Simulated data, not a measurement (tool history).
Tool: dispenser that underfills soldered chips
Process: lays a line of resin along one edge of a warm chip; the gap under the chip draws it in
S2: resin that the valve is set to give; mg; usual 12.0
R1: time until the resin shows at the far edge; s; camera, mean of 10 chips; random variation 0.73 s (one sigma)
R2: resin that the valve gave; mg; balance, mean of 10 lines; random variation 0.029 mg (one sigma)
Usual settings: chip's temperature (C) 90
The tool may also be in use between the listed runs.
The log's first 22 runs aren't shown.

{"run": 23, "hour": 121.0, "chip's temperature (C)": 103, "S2": 14.9, "R1": 59.5, "R2": 14.39}
{"hour": 129.0, "done": "new syringe of resin"}
{"run": 24, "hour": 129.0, "chip's temperature (C)": 90, "S2": 14.4, "R1": 68.7, "R2": 13.96}
{"run": 25, "hour": 134.5, "chip's temperature (C)": 82, "S2": 12.6, "R1": 130.1, "R2": 12.15}
{"hour": 140.7, "done": "dispensing valve cleaned and set on the balance"}
{"run": 26, "hour": 142.2, "chip's temperature (C)": 82, "S2": 15.2, "R1": 174.5, "R2": 15.17}
{"hour": 146.8, "done": "new syringe of resin"}
{"run": 27, "hour": 150.7, "chip's temperature (C)": 99, "S2": 13.4, "R1": 56.6, "R2": 13.29}
{"run": 28, "hour": 154.8, "chip's temperature (C)": 96, "S2": 12.7, "R1": 78.8, "R2": 12.62}
{"run": 29, "hour": 162.6, "chip's temperature (C)": 98, "S2": 14.7, "R1": 103.7, "R2": 14.59}
{"hour": 163.7, "done": "new syringe of resin"}
{"run": 30, "hour": 168.6, "chip's temperature (C)": 100, "S2": 11.6, "R1": 58.9, "R2": 11.46}
{"run": 31, "hour": 173.4, "chip's temperature (C)": 77, "S2": 12.9, "R1": 200.4, "R2": 12.74}
{"hour": 180.3, "done": "new syringe of resin"}
{"run": 32, "hour": 180.4, "chip's temperature (C)": 76, "S2": 13.1, "R1": 136.8, "R2": 12.91}
{"run": 33, "hour": 184.2, "chip's temperature (C)": 76, "S2": 13.1, "R1": 161.9, "R2": 12.88}
{"run": 34, "hour": 189.6, "chip's temperature (C)": 98, "S2": 13.4, "R1": 76.8, "R2": 13.15}
{"hour": 197.1, "done": "new syringe of resin"}
{"run": 35, "hour": 197.6, "chip's temperature (C)": 96, "S2": 12.9, "R1": 55.0, "R2": 12.65}

3 ways to go on from here, each from the tool as it stands after run 35. What would each give?
{"run": "A", "hour": 203.9, "chip's temperature (C)": 92, "S2": 12.0, "R1": "?", "R2": "?"}
{"run": "B", "hour": 203.9, "chip's temperature (C)": 90, "S2": 14.6, "R1": "?", "R2": "?"}
{"run": "C", "hour": 203.9, "chip's temperature (C)": 98, "S2": 15.3, "R1": "?", "R2": "?"}

run=A R1=91.0 R2=11.73
run=B R1=96.7 R2=14.27
run=C R1=67.3 R2=14.91
Without the tool's hidden state the same runs would have given:
run=A R1=61.9 R2=12.00
run=B R1=65.9 R2=14.60
run=C R1=46.0 R2=15.25
